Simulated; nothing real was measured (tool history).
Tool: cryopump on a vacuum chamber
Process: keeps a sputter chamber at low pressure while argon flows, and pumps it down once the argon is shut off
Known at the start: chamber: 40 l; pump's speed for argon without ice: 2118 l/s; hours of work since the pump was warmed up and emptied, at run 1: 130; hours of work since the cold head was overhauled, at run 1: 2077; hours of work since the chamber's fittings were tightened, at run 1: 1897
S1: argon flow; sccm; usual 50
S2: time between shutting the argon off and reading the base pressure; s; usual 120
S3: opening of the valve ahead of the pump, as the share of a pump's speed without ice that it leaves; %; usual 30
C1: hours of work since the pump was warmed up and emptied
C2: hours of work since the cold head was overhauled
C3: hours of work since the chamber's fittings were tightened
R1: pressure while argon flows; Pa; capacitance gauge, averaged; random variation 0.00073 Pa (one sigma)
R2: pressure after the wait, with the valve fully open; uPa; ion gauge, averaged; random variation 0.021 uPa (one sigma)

run    hour  S1   S2  S3   C1    C2    C3      R1    R2
  1     0.0  50  120  30  130  2077  1897  0.1358  0.65
  2    59.6  50  120  30  172  2118  1939  0.1387  0.66
  3   101.6  50  120  30  201  2148  1968  0.1386  0.64
  4   169.1  50  120  30  248  2195  2015  0.1397  0.67
  5   238.8  50  120  30  297  2244  2064  0.1412  0.63
  6   275.9  50  120  30  323  2270  2090  0.1418  0.67
      299.8  -- pump warmed up, emptied and cooled again
  7   325.3  50  120  30   18  2301  2121  0.1343  0.62
  8   356.1  50  120  16   39  2322  2142  0.2510  0.65
  9   425.5  52  120  30   88  2371  2191  0.1410  0.64
 10   458.2  52  120  30  111  2394  2214  0.1422  0.65
 11   516.5  50  120  25  152  2434  2255  0.1632  0.67
 12   578.1  60  101  32  195  2477  2298  0.1566  0.71
 13   643.2  60  101  32  240  2523  2343  0.1576  0.73
 14   682.8  60   73  18  268  2551  2371  0.2746  0.81
 15   726.3  27  147  18  298  2581  2401  0.1245  0.69
      788.4  -- pump warmed up, emptied and cooled again
 16   789.7  98  147  40    1  2622  2442  0.1985  0.61
 17   822.9  52  120  30   24  2645  2465  0.1413  0.65
 18   861.8  52  120  30   51  2672  2493  0.1421  0.66
 19   910.6  52  120  30   85  2707  2527  0.1412  0.69
 20   961.3  41  226  30  121  2742  2562  0.1130  0.60
 21  1006.7  42  120  27  153  2774  2594  0.1274  0.71
 22  1049.3  20  120  27  182  2804  2624  0.0614  0.74

How the hidden state differs across the entries between the runs, from the last listed run before each to the first after it:
Between runs 6 and 7: pump warmed up, emptied and cooled again (hour 299.8)
  pump's speed, % of a pump's without ice: 83.5 -> 99; cold plate's temperature, K: 13.43 -> 13.45; leak into the chamber, uPa l/s: 852 -> 860
  measured less the result without the state, R1: +0.0093 -> +0.0016 Pa; R2: +0.36 -> +0.28 uPa
Between runs 15 and 16: pump warmed up, emptied and cooled again (hour 788.4)
  pump's speed, % of a pump's without ice: 84.5 -> 99.5; cold plate's temperature, K: 13.61 -> 13.63; leak into the chamber, uPa l/s: 925 -> 934
  measured less the result without the state, R1: +0.0048 -> +0.0031 Pa; R2: +0.39 -> +0.32 uPa
